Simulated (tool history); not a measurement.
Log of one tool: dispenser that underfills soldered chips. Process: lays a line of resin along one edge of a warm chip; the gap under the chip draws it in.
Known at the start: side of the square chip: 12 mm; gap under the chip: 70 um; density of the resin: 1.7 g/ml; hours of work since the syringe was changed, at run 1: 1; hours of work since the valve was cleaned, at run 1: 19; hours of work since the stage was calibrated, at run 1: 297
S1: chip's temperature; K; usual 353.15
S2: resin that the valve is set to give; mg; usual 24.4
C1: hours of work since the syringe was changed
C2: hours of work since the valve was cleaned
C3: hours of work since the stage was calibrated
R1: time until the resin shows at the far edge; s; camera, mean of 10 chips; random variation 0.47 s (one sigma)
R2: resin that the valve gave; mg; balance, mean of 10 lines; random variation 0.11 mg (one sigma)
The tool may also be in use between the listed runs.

run   hour      S1    S2  C1  C2   C3    R1     R2
  1    0.0  353.15  24.4   1  19  297  36.2  24.12
       5.8  -- new syringe of resin
  2    8.3  353.15  24.4   2  25  303  39.3  23.80
      13.1  -- new syringe of resin
  3   15.1  353.15  24.4   2  30  308  36.5  23.78
      20.1  -- new syringe of resin
  4   20.5  353.15  24.4   0  34  312  35.6  23.65
      27.4  -- new syringe of resin
  5   30.1  353.15  20.8   2  41  320  41.8  19.80
      34.6  -- new syringe of resin
  6   35.3  353.15  20.8   1  45  324  38.3  19.87
  7   40.4  353.15  20.8   5  49  328  47.4  19.64
      41.8  -- new syringe of resin
      48.7  -- new syringe of resin
  8   51.2  353.15  26.7   2  57  336  38.5  25.54
      55.6  -- new syringe of resin
  9   59.4  353.15  24.4   3  64  342  41.0  22.91
      63.0  -- new syringe of resin
      69.9  -- new syringe of resin
      70.9  -- dispensing valve cleaned and set on the balance
 10   71.9  348.15  24.4   1   1  351  45.8  24.30
      78.0  -- new syringe of resin
 11   83.1  353.15  24.4   4   9  359  43.5  24.16
      85.2  -- new syringe of resin
 12   88.3  339.15  24.4   2  13  363  78.9  24.29
      92.1  -- new syringe of resin
      98.8  -- new syringe of resin
 13   98.8  353.15  22.6   0  21  371  34.1  22.12
     105.5  -- new syringe of resin
 14  108.4  353.15  22.6   2  28  378  39.4  22.03
     112.6  -- new syringe of resin
     119.6  -- new syringe of resin
 15  119.6  353.15  22.6   0  37  386  34.5  21.81
     126.3  -- new syringe of resin
 16  128.6  353.15  22.6   2  44  393  38.7  21.72
     133.6  -- new syringe of resin
 17  136.7  353.15  22.6   2  50  399  40.6  21.65
     140.7  -- new syringe of resin
 18  145.6  347.15  24.4   4  57  406  58.7  23.17
     148.3  -- new syringe of resin
 19  153.4  366.15  23.5   4  62  412  24.1  22.25
     155.4  -- new syringe of resin
     162.7  -- new syringe of resin
 20  163.3  353.15  25.7   1  70  420  34.7  24.00
     166.7  -- dispensing valve cleaned and set on the balance
     170.4  -- new syringe of resin
 21  171.1  358.15  24.4   1   3  425  27.2  24.41
     177.4  -- new syringe of resin
 22  180.5  358.15  24.4   2  10  432  30.5  24.05
     184.8  -- new syringe of resin
 23  188.8  358.15  24.4   3  17  438  32.1  23.79
     191.7  -- new syringe of resin
 24  194.0  358.15  30.6   2  21  442  28.5  29.82
     199.0  -- new syringe of resin
 25  201.8  358.15  30.6   2  26  448  29.8  29.94
     206.0  -- new syringe of resin
     212.8  -- new syringe of resin
 26  212.8  351.15  22.6   0  35  456  38.1  21.79
     219.7  -- new syringe of resin
 27  220.7  351.15  30.1   1  41  462  37.2  29.00
     226.6  -- new syringe of resin
 28  229.7  360.15  24.0   2  48  469  28.0  22.90
     233.6  -- new syringe of resin
 29  235.2  360.15  24.0   1  52  473  26.6  22.77
     240.4  -- new syringe of resin
 30  240.4  358.15  31.3   0  56  477  25.8  29.72
 31  245.4  358.15  31.3   4  59  481  32.0  29.43
     247.1  -- new syringe of resin
 32  252.0  361.15  27.7   4  64  486  27.7  25.96
     254.3  -- new syringe of resin
     261.3  -- new syringe of resin
     262.3  -- dispensing valve cleaned and set on the balance
 33  262.9  350.15  24.7   1   1  493  40.0  24.90
 34  267.5  356.15  24.3   4   4  497  36.7  23.95
     269.2  -- new syringe of resin
     276.0  -- new syringe of resin
 35  276.3  354.15  24.6   0  11  503  32.2  24.31

Some steps in R1 between neighbouring runs. How much of each would the tool show without its hidden state too (settings, what came in, random variation), and how much is left for the hidden state, with any gauge scatter that isn't in both results?
The hidden state here: resin's viscosity, % of fresh resin's; dose that the valve gives, % of what is set; true chip temperature over the reading, C; drift of the gauge itself on fill_s, %; drift of the gauge itself on given_mg, %.
Run 6 -> 7: no setting changed, nothing entered. R1 +9.1 s: hidden state +9.6, all else -0.5.
Run 7 -> 8: S2 20.8 -> 26.7, new syringe of resin, new syringe of resin. R1 -8.9 s: hidden state -7.8, all else -1.1.
Run 11 -> 12: S1 353.15 -> 339.15, new syringe of resin. R1 +35.4 s: hidden state -0.2, all else +35.6.
Run 12 -> 13: S1 339.15 -> 353.15, S2 24.4 -> 22.6, new syringe of resin, new syringe of resin. R1 -44.8 s: hidden state -9.2, all else -35.6.
Run 18 -> 19: S1 347.15 -> 366.15, S2 24.4 -> 23.5, new syringe of resin. R1 -34.6 s: hidden state -5.2, all else -29.4.
